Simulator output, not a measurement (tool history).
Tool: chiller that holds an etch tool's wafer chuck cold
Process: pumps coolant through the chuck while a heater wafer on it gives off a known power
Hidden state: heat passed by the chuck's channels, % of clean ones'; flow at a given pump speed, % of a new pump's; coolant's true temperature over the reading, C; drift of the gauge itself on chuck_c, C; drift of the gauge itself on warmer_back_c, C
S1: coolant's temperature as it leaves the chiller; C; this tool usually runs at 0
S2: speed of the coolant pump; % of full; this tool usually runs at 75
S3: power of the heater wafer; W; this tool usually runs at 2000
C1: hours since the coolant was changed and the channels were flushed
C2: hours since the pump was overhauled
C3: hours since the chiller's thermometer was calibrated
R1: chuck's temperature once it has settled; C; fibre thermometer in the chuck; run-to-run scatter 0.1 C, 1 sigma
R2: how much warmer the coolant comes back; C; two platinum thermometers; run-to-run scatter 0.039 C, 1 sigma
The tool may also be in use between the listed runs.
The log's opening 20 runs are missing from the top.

run 21 hour=2866.8 | S1=-4 S2=86 S3=1072 | C1=680 C2=4330 C3=554 | R1=10.3 R2=4.47
run 22 hour=2952.8 | S1=-1 S2=75 S3=2227 | C1=766 C2=4416 C3=640 | R1=32.7 R2=10.63
run 23 hour=3090.5 | S1=1 S2=78 S3=1834 | C1=904 C2=4554 C3=777 | R1=28 R2=8.39
run 24 hour=3209.4 | S1=1 S2=78 S3=1834 | C1=1023 C2=4673 C3=896 | R1=28.3 R2=8.5
run 25 hour=3319.8 | S1=9 S2=72 S3=2157 | C1=1133 C2=4783 C3=1007 | R1=44.2 R2=10.81
run 26 hour=3521.7 | S1=-3 S2=66 S3=2000 | C1=1335 C2=4985 C3=1209 | R1=33.1 R2=11.1
run 27 hour=3619.9 | S1=10 S2=66 S3=2000 | C1=1433 C2=5084 C3=1307 | R1=46.2 R2=11.2
-- hour=3775.2 coolant pump overhauled
run 28 hour=3825.6 | S1=0 S2=71 S3=1223 | C1=1634 C2=50 C3=1508 | R1=18.7 R2=5.63
run 29 hour=3983.2 | S1=0 S2=71 S3=1223 | C1=1792 C2=208 C3=1665 | R1=19.2 R2=5.53
run 30 hour=4129.8 | S1=-2 S2=68 S3=1223 | C1=1938 C2=355 C3=1812 | R1=18.5 R2=5.89
run 31 hour=4330.9 | S1=-2 S2=68 S3=1223 | C1=2139 C2=556 C3=2013 | R1=18.6 R2=5.89

Run 32 comes next. What will it give?
run 32 hour=4496 | S1=-2 S2=68 S3=1223 | C1=2305 C2=721 C3=2178 | R1=? R2=?

R1: 19 C
R2: 5.89 C
If the tool had no hidden condition, the same run with the same run-to-run variation would have returned R1 15.8 C, R2 5.79 C.
